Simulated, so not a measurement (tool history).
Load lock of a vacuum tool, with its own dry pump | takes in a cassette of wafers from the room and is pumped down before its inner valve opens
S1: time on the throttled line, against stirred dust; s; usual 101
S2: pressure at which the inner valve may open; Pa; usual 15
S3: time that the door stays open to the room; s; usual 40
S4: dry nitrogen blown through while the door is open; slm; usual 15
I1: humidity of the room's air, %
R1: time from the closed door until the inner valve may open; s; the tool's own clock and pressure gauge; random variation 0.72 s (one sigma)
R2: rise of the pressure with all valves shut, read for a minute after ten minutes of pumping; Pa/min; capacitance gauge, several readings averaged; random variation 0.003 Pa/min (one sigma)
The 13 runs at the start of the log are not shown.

run 14 hour=3691.4 | S1=55 S2=15 S3=40 S4=15 | I1=43.2 | R1=94.8 R2=0.136
run 15 hour=3948.1 | S1=55 S2=15 S3=31 S4=15 | I1=43.3 | R1=94.6 R2=0.141
run 16 hour=4267.6 | S1=78 S2=15 S3=31 S4=15 | I1=48.4 | R1=116.6 R2=0.16
run 17 hour=4560.5 | S1=78 S2=15 S3=31 S4=15 | I1=49.3 | R1=115.8 R2=0.182
run 18 hour=4816.3 | S1=78 S2=15 S3=31 S4=15 | I1=45.1 | R1=116.6 R2=0.187
run 19 hour=5131.5 | S1=78 S2=12 S3=27 S4=15 | I1=43.3 | R1=118.7 R2=0.213
-- hour=5288.7 door's seal changed, seat wiped
run 20 hour=5489 | S1=101 S2=22 S3=40 S4=8 | I1=44.2 | R1=135.7 R2=0.032
run 21 hour=5842.9 | S1=101 S2=22 S3=40 S4=8 | I1=44.5 | R1=137 R2=0.027
run 22 hour=6191.4 | S1=90 S2=22 S3=40 S4=33 | I1=46.8 | R1=128.1 R2=0.033
run 23 hour=6598.8 | S1=101 S2=27 S3=39 S4=6 | I1=44.7 | R1=137.2 R2=0.058
run 24 hour=6924.4 | S1=101 S2=27 S3=39 S4=4 | I1=46.7 | R1=136.2 R2=0.069
run 25 hour=7111.6 | S1=101 S2=15 S3=40 S4=7 | I1=48.6 | R1=139.1 R2=0.071
run 26 hour=7532.4 | S1=180 S2=15 S3=73 S4=43 | I1=41.8 | R1=213 R2=0.063
run 27 hour=7919.7 | S1=53 S2=15 S3=73 S4=43 | I1=42.5 | R1=99.3 R2=0.082
run 28 hour=8159.9 | S1=53 S2=15 S3=73 S4=43 | I1=43.2 | R1=99.5 R2=0.088
run 29 hour=8427.7 | S1=124 S2=28 S3=30 S4=12 | I1=43.6 | R1=160.3 R2=0.107
run 30 hour=8688.1 | S1=122 S2=15 S3=30 S4=20 | I1=46.6 | R1=161.3 R2=0.113
run 31 hour=9004.2 | S1=76 S2=20 S3=99 S4=20 | I1=43.6 | R1=120.4 R2=0.137
run 32 hour=9379.4 | S1=76 S2=18 S3=85 S4=5 | I1=44.1 | R1=121.7 R2=0.17

4 options for the next run, each taken on its own from the tool as it stands now. Forecast them:
run A hour=9589.2 | S1=75 S2=15 S3=221 S4=15 | I1=43.9 | R1=? R2=?
run B hour=9589.2 | S1=96 S2=15 S3=40 S4=24 | I1=45.8 | R1=? R2=?
run C hour=9589.2 | S1=101 S2=30 S3=40 S4=6 | I1=42.5 | R1=? R2=?
run D hour=9589.2 | S1=76 S2=18 S3=95 S4=24 | I1=42.4 | R1=? R2=?

run=A R1=122.5 R2=0.176
run=B R1=140.5 R2=0.154
run=C R1=140.2 R2=0.165
run=D R1=121.1 R2=0.172
Stripped of hidden state, with their random variation kept, the same runs would have yielded:
run=A R1=112.4 R2=0.038
run=B R1=130.9 R2=0.014
run=C R1=131.9 R2=0.024
run=D R1=111.4 R2=0.031

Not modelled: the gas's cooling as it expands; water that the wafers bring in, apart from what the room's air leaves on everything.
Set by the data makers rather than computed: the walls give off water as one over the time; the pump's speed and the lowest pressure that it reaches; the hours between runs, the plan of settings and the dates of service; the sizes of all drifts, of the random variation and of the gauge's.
